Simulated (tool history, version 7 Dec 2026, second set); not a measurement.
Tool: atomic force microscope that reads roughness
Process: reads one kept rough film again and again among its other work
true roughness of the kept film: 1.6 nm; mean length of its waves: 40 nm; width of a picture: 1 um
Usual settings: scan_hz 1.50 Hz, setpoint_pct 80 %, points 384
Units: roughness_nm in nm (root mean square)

run 1 hour=0.0 | scan_hz=1.50 setpoint_pct=80 points=384 | roughness_nm=1.371
-- hour=53.6 new tip fitted
run 2 hour=53.6 | scan_hz=1.50 setpoint_pct=80 points=384 | roughness_nm=1.465
run 3 hour=84.4 | scan_hz=1.50 setpoint_pct=80 points=384 | roughness_nm=1.440
run 4 hour=125.2 | scan_hz=1.50 setpoint_pct=80 points=384 | roughness_nm=1.417
run 5 hour=148.0 | scan_hz=1.50 setpoint_pct=68 points=384 | roughness_nm=1.444
run 6 hour=175.2 | scan_hz=1.50 setpoint_pct=68 points=384 | roughness_nm=1.421
run 7 hour=212.9 | scan_hz=1.50 setpoint_pct=68 points=384 | roughness_nm=1.396
run 8 hour=239.4 | scan_hz=1.50 setpoint_pct=68 points=384 | roughness_nm=1.389
-- hour=243.7 new tip fitted
run 9 hour=287.1 | scan_hz=1.50 setpoint_pct=68 points=384 | roughness_nm=1.462
run 10 hour=330.8 | scan_hz=1.50 setpoint_pct=80 points=384 | roughness_nm=1.404
run 11 hour=373.7 | scan_hz=0.73 setpoint_pct=80 points=384 | roughness_nm=1.423
run 12 hour=408.7 | scan_hz=0.73 setpoint_pct=80 points=384 | roughness_nm=1.401
-- hour=433.1 new tip fitted
run 13 hour=448.6 | scan_hz=0.73 setpoint_pct=80 points=384 | roughness_nm=1.483
run 14 hour=499.6 | scan_hz=1.52 setpoint_pct=80 points=384 | roughness_nm=1.423
run 15 hour=526.1 | scan_hz=1.52 setpoint_pct=80 points=384 | roughness_nm=1.415
run 16 hour=579.3 | scan_hz=1.52 setpoint_pct=80 points=384 | roughness_nm=1.382
run 17 hour=607.7 | scan_hz=1.52 setpoint_pct=80 points=384 | roughness_nm=1.359
-- hour=623.9 new tip fitted
run 18 hour=661.1 | scan_hz=1.52 setpoint_pct=80 points=384 | roughness_nm=1.424
run 19 hour=704.6 | scan_hz=1.52 setpoint_pct=80 points=384 | roughness_nm=1.405
run 20 hour=743.3 | scan_hz=1.52 setpoint_pct=80 points=384 | roughness_nm=1.379
run 21 hour=770.5 | scan_hz=1.52 setpoint_pct=80 points=384 | roughness_nm=1.389
-- hour=811.9 new tip fitted
run 22 hour=822.1 | scan_hz=1.52 setpoint_pct=80 points=384 | roughness_nm=1.451
run 23 hour=858.1 | scan_hz=1.52 setpoint_pct=80 points=384 | roughness_nm=1.423
run 24 hour=894.1 | scan_hz=3.77 setpoint_pct=80 points=384 | roughness_nm=1.307
run 25 hour=941.9 | scan_hz=0.85 setpoint_pct=84 points=827 | roughness_nm=1.405
run 26 hour=995.7 | scan_hz=0.89 setpoint_pct=86 points=827 | roughness_nm=1.366
-- hour=1000.1 new tip fitted
run 27 hour=1042.1 | scan_hz=3.49 setpoint_pct=74 points=624 | roughness_nm=1.387
run 28 hour=1067.6 | scan_hz=0.91 setpoint_pct=83 points=275 | roughness_nm=1.440
run 29 hour=1089.5 | scan_hz=1.02 setpoint_pct=80 points=257 | roughness_nm=1.410
run 30 hour=1128.9 | scan_hz=1.42 setpoint_pct=87 points=257 | roughness_nm=1.349
run 31 hour=1171.6 | scan_hz=1.14 setpoint_pct=79 points=787 | roughness_nm=1.377
-- hour=1188.6 new tip fitted
run 32 hour=1220.7 | scan_hz=0.72 setpoint_pct=80 points=384 | roughness_nm=1.480
run 33 hour=1267.4 | scan_hz=0.72 setpoint_pct=80 points=384 | roughness_nm=1.443
run 34 hour=1307.8 | scan_hz=0.51 setpoint_pct=72 points=384 | roughness_nm=1.427
run 35 hour=1359.7 | scan_hz=0.92 setpoint_pct=72 points=384 | roughness_nm=1.404
-- hour=1375.4 new tip fitted
run 36 hour=1393.0 | scan_hz=1.40 setpoint_pct=76 points=974 | roughness_nm=1.468
run 37 hour=1447.0 | scan_hz=1.55 setpoint_pct=76 points=974 | roughness_nm=1.430
run 38 hour=1490.1 | scan_hz=3.38 setpoint_pct=77 points=384 | roughness_nm=1.316
run 39 hour=1535.2 | scan_hz=3.38 setpoint_pct=77 points=384 | roughness_nm=1.291
run 40 hour=1556.9 | scan_hz=1.50 setpoint_pct=80 points=467 | roughness_nm=1.342
-- hour=1562.2 new tip fitted
run 41 hour=1586.7 | scan_hz=0.55 setpoint_pct=68 points=467 | roughness_nm=1.503
run 42 hour=1627.9 | scan_hz=1.50 setpoint_pct=71 points=370 | roughness_nm=1.439
run 43 hour=1654.8 | scan_hz=1.50 setpoint_pct=71 points=370 | roughness_nm=1.419
run 44 hour=1690.5 | scan_hz=1.50 setpoint_pct=63 points=352 | roughness_nm=1.411
run 45 hour=1739.1 | scan_hz=2.40 setpoint_pct=64 points=356 | roughness_nm=1.380
-- hour=1750.2 new tip fitted
run 46 hour=1793.5 | scan_hz=0.69 setpoint_pct=60 points=395 | roughness_nm=1.496
run 47 hour=1838.1 | scan_hz=0.69 setpoint_pct=60 points=395 | roughness_nm=1.458
run 48 hour=1890.8 | scan_hz=0.69 setpoint_pct=60 points=395 | roughness_nm=1.430

Measured less the same run without the tool's hidden state. The same run-to-run variation is in both; the gauge's scatter may not be:
The hidden state here: radius of the tip, nm; height scale over the true one, %; drift of the gauge itself on roughness_nm, %.
run=1 roughness_nm=-0.098
run=2 roughness_nm=-0.008
run=3 roughness_nm=-0.026
run=4 roughness_nm=-0.050
run=5 roughness_nm=-0.065
run=6 roughness_nm=-0.081
run=7 roughness_nm=-0.102
run=8 roughness_nm=-0.115
run=9 roughness_nm=-0.037
run=10 roughness_nm=-0.065
run=11 roughness_nm=-0.092
run=12 roughness_nm=-0.112
run=13 roughness_nm=-0.022
run=14 roughness_nm=-0.051
run=15 roughness_nm=-0.067
run=16 roughness_nm=-0.097
run=17 roughness_nm=-0.114
run=18 roughness_nm=-0.034
run=19 roughness_nm=-0.062
run=20 roughness_nm=-0.084
run=21 roughness_nm=-0.101
run=22 roughness_nm=-0.020
run=23 roughness_nm=-0.041
run=24 roughness_nm=-0.061
run=25 roughness_nm=-0.096
run=26 roughness_nm=-0.125
run=27 roughness_nm=-0.042
run=28 roughness_nm=-0.060
run=29 roughness_nm=-0.072
run=30 roughness_nm=-0.092
run=31 roughness_nm=-0.121
run=32 roughness_nm=-0.037
run=33 roughness_nm=-0.065
run=34 roughness_nm=-0.089
run=35 roughness_nm=-0.121
run=36 roughness_nm=-0.028
run=37 roughness_nm=-0.062
run=38 roughness_nm=-0.085
run=39 roughness_nm=-0.109
run=40 roughness_nm=-0.126
run=41 roughness_nm=-0.036
run=42 roughness_nm=-0.061
run=43 roughness_nm=-0.076
run=44 roughness_nm=-0.098
run=45 roughness_nm=-0.125
run=46 roughness_nm=-0.050
run=47 roughness_nm=-0.079
run=48 roughness_nm=-0.110
